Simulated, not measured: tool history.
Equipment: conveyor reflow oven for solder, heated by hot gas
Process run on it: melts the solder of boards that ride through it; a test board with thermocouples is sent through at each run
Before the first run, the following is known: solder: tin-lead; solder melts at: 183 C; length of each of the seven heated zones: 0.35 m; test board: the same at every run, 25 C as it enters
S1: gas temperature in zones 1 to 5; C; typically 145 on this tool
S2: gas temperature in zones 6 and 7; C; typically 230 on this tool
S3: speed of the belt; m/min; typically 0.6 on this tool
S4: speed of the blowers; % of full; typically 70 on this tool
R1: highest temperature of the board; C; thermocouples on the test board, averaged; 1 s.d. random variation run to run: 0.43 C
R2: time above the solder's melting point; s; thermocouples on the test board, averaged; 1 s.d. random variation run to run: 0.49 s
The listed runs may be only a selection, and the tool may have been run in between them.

| run | hour | S1 | S2 | S3 | S4 | R1 | R2 |
|---|---|---|---|---|---|---|---|
| 1 | 0 | 145 | 230 | 0.6 | 70 | 211.5 | 49.8 |
| 2 | 56.6 | 145 | 230 | 0.6 | 70 | 211.5 | 49 |
| 3 | 102.3 | 145 | 230 | 0.72 | 70 | 203.8 | 33.9 |
| 4 | 142.5 | 145 | 230 | 0.72 | 70 | 203.8 | 33 |
| 5 | 180.8 | 145 | 237 | 0.6 | 70 | 220.5 | 56 |
| 6 | 204.3 | 145 | 237 | 0.6 | 70 | 219.6 | 56.8 |
| 7 | 239.2 | 145 | 237 | 0.6 | 70 | 219.1 | 55.6 |
| 8 | 280.8 | 151 | 238 | 0.6 | 70 | 221 | 58.9 |
| 9 | 335.2 | 132 | 230 | 0.6 | 70 | 207.3 | 43 |
| 10 | 386.3 | 143 | 238 | 0.512 | 82 | 224.4 | 69.5 |
| 11 | 414.1 | 143 | 238 | 0.512 | 82 | 223.9 | 69.4 |
| 12 | 469.9 | 145 | 231 | 0.668 | 83 | 210 | 43.4 |

Between the runs listed above, the log contained 2 entries, not reproduced here. Where in the sequence does each belong, and how does what the log doesn't record of the tool's condition differ from the listed run before to the listed run after?
Between runs 4 and 5: flux residue cleaned out of gas plates and filters (hour 172.9)
  heat that the gas passes to the board, % of a clean oven's: 89.3 -> 99.2; belt's true speed, % of the reading: 98.99 -> 98.96; true gas temperature in zones 6 and 7 over the reading, C: 2.48 -> 2.56
  what was measured, less what the result would be without the hidden state, R1: -1.6 -> +2.2 C; R2: -1.8 -> +2.1 s
Between runs 8 and 9: thermocouples of zones 6 and 7 changed (hour 332)
  heat that the gas passes to the board, % of a clean oven's: 96.2 -> 94.6; belt's true speed, % of the reading: 98.88 -> 98.85; true gas temperature in zones 6 and 7 over the reading, C: 2.83 -> -0.17
  what was measured, less what the result would be without the hidden state, R1: +1.6 -> -1.4 C; R2: +1.5 -> -1.2 s
